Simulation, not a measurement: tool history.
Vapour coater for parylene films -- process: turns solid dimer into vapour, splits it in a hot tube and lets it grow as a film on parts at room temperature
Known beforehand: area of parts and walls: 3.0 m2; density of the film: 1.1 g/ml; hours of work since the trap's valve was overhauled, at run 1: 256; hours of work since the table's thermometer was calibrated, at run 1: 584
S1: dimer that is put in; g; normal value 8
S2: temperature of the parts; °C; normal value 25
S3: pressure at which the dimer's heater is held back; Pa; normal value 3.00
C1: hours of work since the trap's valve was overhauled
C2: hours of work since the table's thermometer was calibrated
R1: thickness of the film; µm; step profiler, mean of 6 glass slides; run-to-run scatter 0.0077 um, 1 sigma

run	hour	S1	S2	S3	C1	C2	R1
1	0.0	8	25	3.00	256	584	1.417
2	30.9	8	21	3.00	274	602	1.696
3	76.4	8	21	3.00	301	629	1.690
4	103.6	8	21	3.00	317	645	1.688
5	141.7	14	25	3.00	340	668	2.459
6	167.4	9	25	3.00	355	683	1.569
7	216.9	5	20	4.92	384	712	0.971
8	257.0	9	20	9.27	408	736	1.506
9	311.1	5	17	3.00	440	768	1.264
10	345.7	5	17	3.00	461	789	1.264
11	385.2	7	22	6.83	484	812	1.141

Run 12 comes next. What will it give?
# hour 417.1: trap's valve overhauled
12	431.1	5	24	2.02	8	837	?

Run 12 measured R1 1.059 µm.
Take away the tool's hidden state, keep the run-to-run variation as it was, and the same run would have given R1 1.052 µm.
